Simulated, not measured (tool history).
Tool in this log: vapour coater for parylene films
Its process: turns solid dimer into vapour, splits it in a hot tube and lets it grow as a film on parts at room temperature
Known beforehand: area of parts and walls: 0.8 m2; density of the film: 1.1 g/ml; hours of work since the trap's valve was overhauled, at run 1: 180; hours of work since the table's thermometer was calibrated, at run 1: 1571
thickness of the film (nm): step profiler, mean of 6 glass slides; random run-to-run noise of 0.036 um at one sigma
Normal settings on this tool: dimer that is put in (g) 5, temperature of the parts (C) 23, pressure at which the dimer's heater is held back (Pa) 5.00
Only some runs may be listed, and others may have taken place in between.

run	hour	dimer that is put in (g)	temperature of the parts (C)	pressure at which the dimer's heater is held back (Pa)	hours of work since the trap's valve was overhauled	hours of work since the table's thermometer was calibrated	thickness of the film (nm)
1	0.0	5	23	5.00	180	1571	3820
2	38.0	5	23	5.00	209	1600	3790
3	92.5	3	23	5.00	251	1642	2250
4	116.8	3	23	5.00	269	1660	2200
5	166.6	3	23	5.00	307	1698	2230
6	190.4	3	33	5.00	325	1716	1600
7	245.0	3	33	2.11	366	1757	1850
# hour 278.0: trap's valve overhauled
# hour 289.9: table's thermometer calibrated
8	297.1	3	33	2.11	14	5	1830
9	329.2	3	33	2.11	38	30	1850
10	378.6	3	33	2.11	76	67	1810
11	417.7	3	33	2.11	105	97	1800
12	463.9	5	23	5.00	141	132	3680
13	492.3	5	23	5.00	162	154	3740
14	522.7	5	23	5.00	185	177	3730
15	556.1	5	25	5.00	211	202	3540
16	594.7	5	25	5.00	240	232	3490
17	636.3	5	20	5.00	272	263	4110
18	686.1	5	32	5.00	309	301	2720
19	720.0	5	32	5.00	335	327	2760
20	747.5	5	32	5.00	356	348	2710
# hour 790.8: trap's valve overhauled
21	803.1	8	23	5.00	9	387	6040
22	838.9	8	23	5.00	37	414	5920
23	877.7	8	23	5.00	66	444	6080
24	929.2	8	30	5.00	105	483	4720
25	968.5	3	19	3.19	135	513	2760
26	1013.5	3	19	9.75	169	547	2290
27	1061.4	5	19	2.97	206	583	4620
28	1099.6	7	25	10.56	235	613	4350
29	1150.2	7	25	10.56	273	651	4310
30	1205.6	6	21	10.24	315	693	4310
31	1238.9	2	19	2.12	341	718	1980
32	1277.0	2	19	2.12	370	747	1910
# hour 1302.5: trap's valve overhauled
33	1311.1	2	19	2.11	7	770	1970
34	1365.5	5	23	5.00	48	812	3740
35	1410.7	2	24	9.39	82	846	1320
36	1465.2	2	24	9.39	124	887	1300
37	1506.0	2	24	9.39	155	918	1300
38	1549.7	3	24	9.39	188	952	1950
39	1591.8	3	24	9.39	220	984	2010
40	1635.2	6	25	4.48	253	1017	4210
41	1685.9	6	25	4.48	291	1055	4280
42	1739.6	8	35	7.20	332	1096	3730
43	1765.7	8	35	7.20	352	1116	3690
44	1803.7	5	23	5.43	381	1145	3690
# hour 1814.2: trap's valve overhauled
45	1848.9	4	30	2.46	26	1176	2610
46	1887.2	4	30	5.74	55	1205	2320
47	1942.7	4	30	5.74	98	1247	2330

4 options for the next run, each taken on its own from the tool as it stands now. Forecast them:
A	1994.9	4	30	5.74	137	1287	?
B	1994.9	4	23	5.00	137	1287	?
C	1994.9	2	20	5.00	137	1287	?
D	1994.9	5	23	5.02	137	1287	?

run	thickness of the film (nm)
A	2320
B	2990
C	1660
D	3710
With the hidden condition removed and each run's random variation left untouched, the same runs would have given:
run	thickness of the film (nm)
A	2330
B	3000
C	1660
D	3720
